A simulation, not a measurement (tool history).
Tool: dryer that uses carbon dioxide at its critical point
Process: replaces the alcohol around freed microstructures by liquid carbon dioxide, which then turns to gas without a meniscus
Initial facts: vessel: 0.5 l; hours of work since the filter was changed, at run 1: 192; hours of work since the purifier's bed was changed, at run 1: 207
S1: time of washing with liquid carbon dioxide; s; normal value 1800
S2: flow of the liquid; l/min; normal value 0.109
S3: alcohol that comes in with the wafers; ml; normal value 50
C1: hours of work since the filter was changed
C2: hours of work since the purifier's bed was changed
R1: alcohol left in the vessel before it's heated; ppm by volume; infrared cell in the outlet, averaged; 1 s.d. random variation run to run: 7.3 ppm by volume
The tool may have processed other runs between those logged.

run 1 hour=0.0 | S1=1800 S2=0.109 S3=50 | C1=192 C2=207 | R1=577
run 2 hour=11.6 | S1=1200 S2=0.109 S3=50 | C1=196 C2=212 | R1=3189
run 3 hour=27.0 | S1=1200 S2=0.109 S3=50 | C1=202 C2=217 | R1=3234
run 4 hour=37.2 | S1=1500 S2=0.109 S3=50 | C1=206 C2=221 | R1=1380
run 5 hour=52.3 | S1=2580 S2=0.109 S3=50 | C1=211 C2=226 | R1=124
run 6 hour=64.1 | S1=2580 S2=0.109 S3=40 | C1=216 C2=231 | R1=114
run 7 hour=73.4 | S1=1800 S2=0.108 S3=50 | C1=219 C2=234 | R1=654
run 8 hour=88.1 | S1=1800 S2=0.108 S3=50 | C1=224 C2=240 | R1=662
run 9 hour=104.8 | S1=1800 S2=0.109 S3=50 | C1=231 C2=246 | R1=652
run 10 hour=119.7 | S1=1800 S2=0.126 S3=50 | C1=236 C2=251 | R1=353
run 11 hour=133.7 | S1=1800 S2=0.126 S3=50 | C1=241 C2=256 | R1=354
run 12 hour=149.6 | S1=1800 S2=0.126 S3=50 | C1=247 C2=262 | R1=362
run 13 hour=164.4 | S1=1800 S2=0.126 S3=50 | C1=252 C2=267 | R1=361
run 14 hour=178.2 | S1=1800 S2=0.126 S3=50 | C1=257 C2=273 | R1=358
run 15 hour=197.1 | S1=1800 S2=0.071 S3=50 | C1=264 C2=279 | R1=3712
run 16 hour=214.5 | S1=1800 S2=0.071 S3=50 | C1=271 C2=286 | R1=3611
run 17 hour=226.6 | S1=1800 S2=0.071 S3=50 | C1=275 C2=290 | R1=3633
run 18 hour=244.5 | S1=2160 S2=0.109 S3=50 | C1=282 C2=297 | R1=312
run 19 hour=257.1 | S1=2160 S2=0.109 S3=50 | C1=286 C2=301 | R1=330
run 20 hour=272.0 | S1=2160 S2=0.109 S3=50 | C1=292 C2=307 | R1=342
run 21 hour=290.6 | S1=1800 S2=0.109 S3=50 | C1=299 C2=314 | R1=777
-- hour=307.3 inlet filter changed
run 22 hour=307.3 | S1=1800 S2=0.109 S3=50 | C1=0 C2=319 | R1=428
run 23 hour=329.2 | S1=1800 S2=0.109 S3=50 | C1=8 C2=327 | R1=442
run 24 hour=350.4 | S1=1800 S2=0.109 S3=50 | C1=16 C2=335 | R1=440
run 25 hour=369.7 | S1=1140 S2=0.169 S3=50 | C1=23 C2=342 | R1=536
run 26 hour=390.7 | S1=1200 S2=0.105 S3=97 | C1=31 C2=350 | R1=5613
run 27 hour=404.8 | S1=1200 S2=0.080 S3=77 | C1=36 C2=355 | R1=9969
run 28 hour=414.6 | S1=1800 S2=0.083 S3=87 | C1=39 C2=359 | R1=2540
run 29 hour=427.7 | S1=1800 S2=0.083 S3=87 | C1=44 C2=363 | R1=2531
run 30 hour=441.5 | S1=1800 S2=0.115 S3=87 | C1=49 C2=369 | R1=599
run 31 hour=461.9 | S1=1500 S2=0.172 S3=87 | C1=57 C2=376 | R1=253
run 32 hour=480.2 | S1=1500 S2=0.172 S3=87 | C1=63 C2=383 | R1=236
run 33 hour=493.7 | S1=1500 S2=0.172 S3=87 | C1=68 C2=388 | R1=242
run 34 hour=507.9 | S1=1500 S2=0.172 S3=87 | C1=73 C2=393 | R1=238
run 35 hour=526.6 | S1=1500 S2=0.172 S3=68 | C1=80 C2=400 | R1=212
run 36 hour=536.2 | S1=1500 S2=0.172 S3=68 | C1=84 C2=403 | R1=211
run 37 hour=548.2 | S1=1500 S2=0.128 S3=24 | C1=88 C2=408 | R1=343
run 38 hour=561.0 | S1=1500 S2=0.128 S3=24 | C1=93 C2=412 | R1=350
run 39 hour=572.9 | S1=1500 S2=0.128 S3=24 | C1=97 C2=417 | R1=351
run 40 hour=588.5 | S1=1200 S2=0.075 S3=82 | C1=103 C2=422 | R1=13524
run 41 hour=605.6 | S1=1200 S2=0.075 S3=23 | C1=109 C2=429 | R1=3840
run 42 hour=616.7 | S1=1800 S2=0.121 S3=50 | C1=113 C2=433 | R1=365
run 43 hour=626.2 | S1=2100 S2=0.117 S3=50 | C1=117 C2=436 | R1=230
run 44 hour=637.3 | S1=1800 S2=0.130 S3=26 | C1=121 C2=440 | R1=197
run 45 hour=656.8 | S1=2340 S2=0.174 S3=38 | C1=128 C2=447 | R1=103
run 46 hour=666.1 | S1=1260 S2=0.141 S3=50 | C1=131 C2=451 | R1=946

Take each entry between the runs: how does the hidden state at the last listed run before it differ from the hidden state at the first listed run after it?
Between runs 21 and 22: inlet filter changed (hour 307.3)
  flow that reaches the vessel past the clogged filter, %: 87.6 -> 99.7; alcohol in the recycled carbon dioxide, ppm: 72.5 -> 73.6
  what was measured, less what the result would be without the hidden state, R1: +423 -> +76 ppm by volume

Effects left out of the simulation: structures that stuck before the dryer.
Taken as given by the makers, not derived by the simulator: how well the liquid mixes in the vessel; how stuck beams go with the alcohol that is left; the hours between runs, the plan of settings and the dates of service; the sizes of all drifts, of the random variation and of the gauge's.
